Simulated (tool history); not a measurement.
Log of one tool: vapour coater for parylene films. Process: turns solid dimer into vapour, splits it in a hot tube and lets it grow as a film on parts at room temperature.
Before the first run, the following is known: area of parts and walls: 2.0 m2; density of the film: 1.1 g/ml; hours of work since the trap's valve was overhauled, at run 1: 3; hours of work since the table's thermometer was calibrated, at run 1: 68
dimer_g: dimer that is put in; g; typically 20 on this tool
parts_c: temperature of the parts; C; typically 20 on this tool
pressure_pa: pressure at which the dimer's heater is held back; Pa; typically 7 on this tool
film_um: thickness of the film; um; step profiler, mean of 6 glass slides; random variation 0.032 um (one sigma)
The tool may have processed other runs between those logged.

run    hour  dimer_g  parts_c  pressure_pa  hours of work since the trap's valve was overhauled  hours of work since the table's thermometer was calibrated  film_um
  1       0       20       20            7                                                    3                                                          68     4.77
  2    34.8       20       20            7                                                   29                                                          94     4.84
  3    74.2       20       20            7                                                   58                                                         123     4.83
  4   104.1       20       20            7                                                   81                                                         146     4.78
  5   165.2       20       20         4.48                                                  126                                                         191     5.14
  6   210.1       20       20         4.48                                                  160                                                         225     5.13
  7   272.6       20       20         4.48                                                  206                                                         271     5.06
  8   327.8       20       20         4.48                                                  247                                                         312      5.1
  9   387.5       20       22            7                                                  292                                                         357     4.35
 10   419.6       20       22            7                                                  315                                                         380     4.34
 11   466.7       20       22            7                                                  351                                                         416     4.35
 12   507.9       20       22            7                                                  381                                                         446     4.38
 13   558.2       20       22            7                                                  419                                                         484     4.36
 14   614.6       20       19            7                                                  461                                                         526     4.88
      641.9  -- trap's valve overhauled
 15   651.4       20       19            7                                                    7                                                         550     5.08
 16   679.3        9       20            7                                                   28                                                         571     2.22
 17   722.8        9       20            7                                                   60                                                         603     2.22
 18   764.8       20       20            7                                                   91                                                         634     4.93
 19   797.1       20       13            7                                                  115                                                         658     6.45
 20   829.8       20       13            7                                                  140                                                         683     6.46
 21   882.6       20       13            7                                                  179                                                         722     6.39
 22   910.7       20       20            7                                                  200                                                         743     4.82
      916.7  -- table's thermometer calibrated
 23   943.1       15       18            7                                                  223                                                          20        4
 24   969.6       22       20         4.14                                                  243                                                          39     5.78
 25   999.9       34       13         4.14                                                  266                                                          62    11.92
 26  1060.5       34       13         4.14                                                  311                                                         107    11.74
 27  1085.7       12       13         10.4                                                  330                                                         126     3.61
 28  1124.2       27       27         10.4                                                  358                                                         154      4.6
 29    1159       21       20         2.65                                                  384                                                         180     5.87
     1181.1  -- table's thermometer calibrated, once more
 30  1186.3       20       17         8.66                                                  404                                                           4     5.04
 31  1248.1       15       15         3.98                                                  450                                                          50     4.62
     1289.5  -- trap's valve overhauled
 32    1303       15       15         3.98                                                   10                                                          88     4.91
 33  1341.9       15       15         3.98                                                   39                                                         117     4.88
 34  1388.8       32       15         3.98                                                   74                                                         152    10.35
 35  1442.6       23       14            7                                                  114                                                         192     7.12
 36  1494.5       12       24         7.73                                                  153                                                         230     2.44
 37  1550.4       12       24         7.73                                                  194                                                         272     2.42
 38  1607.8       20       16         3.74                                                  237                                                         315     6.21
 39  1653.6       10       20         8.55                                                  271                                                         349     2.35
 40  1708.4       10       20         8.55                                                  312                                                         389     2.26
 41  1767.7       19       24          5.3                                                  356                                                         434        4
 42  1810.3        9       15         2.05                                                  388                                                         465      3.1
 43  1863.3        9       15         2.05                                                  427                                                         505     3.14

3 options for the next run, each taken on its own from the tool as it stands now. Forecast them:
  A  1907.9       23       13         4.61                                                  460                                                         538        ?
  B  1907.9       24       12         2.05                                                  460                                                         538        ?
  C  1907.9       25       22        10.24                                                  460                                                         538        ?

run  film_um
  A      7.7
  B     9.42
  C     5.17
The same runs, with their run-to-run variation unchanged, on a tool lacking any hidden condition would have given:
run  film_um
  A     7.94
  B     9.71
  C     5.33

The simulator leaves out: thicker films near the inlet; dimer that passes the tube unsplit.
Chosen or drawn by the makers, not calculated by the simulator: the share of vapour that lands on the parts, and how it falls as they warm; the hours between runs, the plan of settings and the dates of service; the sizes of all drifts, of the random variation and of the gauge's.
